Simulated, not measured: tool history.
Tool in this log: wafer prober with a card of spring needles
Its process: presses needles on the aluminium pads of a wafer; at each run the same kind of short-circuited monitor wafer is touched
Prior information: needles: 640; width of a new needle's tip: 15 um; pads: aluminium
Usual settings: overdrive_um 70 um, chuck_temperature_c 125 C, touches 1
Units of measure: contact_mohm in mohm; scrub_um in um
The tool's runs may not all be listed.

run     day  overdrive_um  chuck_temperature_c  touches  contact_mohm  scrub_um
  1       0            70                  125        1           293     17.05
      0.054  -- tips cleaned on abrasive film
      0.179  -- tips cleaned on abrasive film
      0.308  -- tips cleaned on abrasive film
      0.433  -- tips cleaned on abrasive film
  2   0.525            70                   86        1           327     16.85
      0.554  -- tips cleaned on abrasive film
      0.658  -- tips cleaned on abrasive film
      0.783  -- tips cleaned on abrasive film
      0.888  -- tips cleaned on abrasive film
      1.012  -- tips cleaned on abrasive film
      1.133  -- tips cleaned on abrasive film
  3   1.133            70                   86        1           255     16.62
      1.262  -- tips cleaned on abrasive film
      1.362  -- tips cleaned on abrasive film
      1.492  -- tips cleaned on abrasive film
      1.617  -- tips cleaned on abrasive film
      1.746  -- tips cleaned on abrasive film
  4   1.771            70                  125        1           285     16.62
       1.85  -- tips cleaned on abrasive film
      1.975  -- tips cleaned on abrasive film
      2.104  -- tips cleaned on abrasive film
      2.229  -- tips cleaned on abrasive film
  5   2.317            70                  125        1           346     16.56
      2.346  -- tips cleaned on abrasive film, once more
      2.471  -- tips cleaned on abrasive film
      2.596  -- tips cleaned on abrasive film
      2.725  -- tips cleaned on abrasive film
      3.225  -- card fitted with new needles
  6   3.246            70                  125        1           245     17.41
       3.35  -- tips cleaned on abrasive film
      3.475  -- tips cleaned on abrasive film
        3.6  -- tips cleaned on abrasive film
      3.704  -- tips cleaned on abrasive film
  7   3.775            54                  125        1           291      13.1
      3.825  -- tips cleaned on abrasive film
      3.954  -- tips cleaned on abrasive film
      4.079  -- tips cleaned on abrasive film
      4.208  -- tips cleaned on abrasive film
      4.333  -- tips cleaned on abrasive film
      4.438  -- tips cleaned on abrasive film
  8   4.438            54                   33        1           230     13.15
      4.542  -- tips cleaned on abrasive film
      4.667  -- tips cleaned on abrasive film
      4.796  -- tips cleaned on abrasive film
      4.921  -- tips cleaned on abrasive film
  9    4.95            54                   33        1           254     13.34
      5.029  -- tips cleaned on abrasive film
      5.154  -- tips cleaned on abrasive film
      5.283  -- tips cleaned on abrasive film
 10   5.308            54                   33        1           252     12.99
      5.388  -- tips cleaned on abrasive film
      5.517  -- tips cleaned on abrasive film
      5.642  -- tips cleaned on abrasive film
      5.771  -- tips cleaned on abrasive film
      5.896  -- tips cleaned on abrasive film
 11   5.971            70                  125        1           276     16.69
          6  -- tips cleaned on abrasive film
      6.129  -- tips cleaned on abrasive film
      6.254  -- tips cleaned on abrasive film
      6.383  -- tips cleaned on abrasive film
      6.508  -- tips cleaned on abrasive film
 12    6.55            70                   26        1           239     16.83
      6.629  -- tips cleaned on abrasive film
      6.729  -- tips cleaned on abrasive film
      6.858  -- tips cleaned on abrasive film
      6.962  -- tips cleaned on abrasive film
 13   7.008            70                  120        1           265     16.56
      7.088  -- tips cleaned on abrasive film
      7.188  -- tips cleaned on abrasive film
      7.317  -- tips cleaned on abrasive film
      7.442  -- tips cleaned on abrasive film
 14   7.517            62                   35        2           256     14.31
      7.546  -- tips cleaned on abrasive film
      7.675  -- tips cleaned on abrasive film
        7.8  -- tips cleaned on abrasive film
      7.929  -- tips cleaned on abrasive film
      8.054  -- tips cleaned on abrasive film
 15     8.1            62                   35        2           249     14.31
      8.175  -- tips cleaned on abrasive film
      8.304  -- tips cleaned on abrasive film
      8.429  -- tips cleaned on abrasive film
      8.467  -- height of the first contact set anew
      8.571  -- tips cleaned on abrasive film
 16   8.621            62                   44        2           246     15.49
      8.696  -- tips cleaned on abrasive film
        8.8  -- tips cleaned on abrasive film
      8.925  -- tips cleaned on abrasive film
      9.054  -- tips cleaned on abrasive film
 17   9.088            66                   44        3           230     16.37
      9.167  -- tips cleaned on abrasive film
      9.292  -- tips cleaned on abrasive film
      9.396  -- tips cleaned on abrasive film
      9.521  -- tips cleaned on abrasive film
 18   9.579            70                   95        1           264     17.25
      9.633  -- tips cleaned on abrasive film
      9.758  -- tips cleaned on abrasive film
      9.888  -- tips cleaned on abrasive film
 19   9.933            85                   37        3           222     20.69
     10.012  -- tips cleaned on abrasive film
     10.112  -- tips cleaned on abrasive film
     10.242  -- tips cleaned on abrasive film
 20   10.25            58                   33        1           240      13.8
      10.35  -- tips cleaned on abrasive film
     10.479  -- tips cleaned on abrasive film
     10.604  -- tips cleaned on abrasive film
 21  10.633            79                   33        2           226     19.64
     10.712  -- tips cleaned on abrasive film
     10.838  -- tips cleaned on abrasive film
 22  10.933            78                  125        3           251     18.97
     10.962  -- tips cleaned on abrasive film
     11.088  -- tips cleaned on abrasive film
     11.217  -- tips cleaned on abrasive film
     11.321  -- tips cleaned on abrasive film
 23  11.367            54                  125        1           308     12.51
     11.446  -- tips cleaned on abrasive film
     11.571  -- tips cleaned on abrasive film
     11.696  -- tips cleaned on abrasive film
     11.821  -- tips cleaned on abrasive film
 24  11.821            54                  125        1           262     12.67
     11.921  -- tips cleaned on abrasive film
      12.05  -- tips cleaned on abrasive film
      12.15  -- tips cleaned on abrasive film
     12.279  -- tips cleaned on abrasive film
 25  12.288            58                   32        3           232     13.61
     12.388  -- tips cleaned on abrasive film
     12.517  -- tips cleaned on abrasive film
     12.642  -- tips cleaned on abrasive film
 26  12.667            70                   36        2           231     16.73

Predict each of these 3 candidate next runs independently; none follows another, all start after run 26:
     12.746  -- tips cleaned on abrasive film
     12.875  -- tips cleaned on abrasive film
         13  -- tips cleaned on abrasive film
     13.129  -- tips cleaned on abrasive film
     13.229  -- tips cleaned on abrasive film
  A  13.271            70                   36        3             ?         ?
     12.746  -- tips cleaned on abrasive film
     12.875  -- tips cleaned on abrasive film
         13  -- tips cleaned on abrasive film
     13.129  -- tips cleaned on abrasive film
     13.229  -- tips cleaned on abrasive film
  B  13.271            70                   35        3             ?         ?
     12.746  -- tips cleaned on abrasive film
     12.875  -- tips cleaned on abrasive film
         13  -- tips cleaned on abrasive film
     13.129  -- tips cleaned on abrasive film
     13.229  -- tips cleaned on abrasive film
  C  13.271            70                  125        2             ?         ?

run  contact_mohm  scrub_um
  A           232     16.16
  B           234     16.23
  C           267     16.09
Stripped of hidden state, with their random variation kept, the same runs would have yielded:
run  contact_mohm  scrub_um
  A           213     17.33
  B           215     17.42
  C           241     17.26
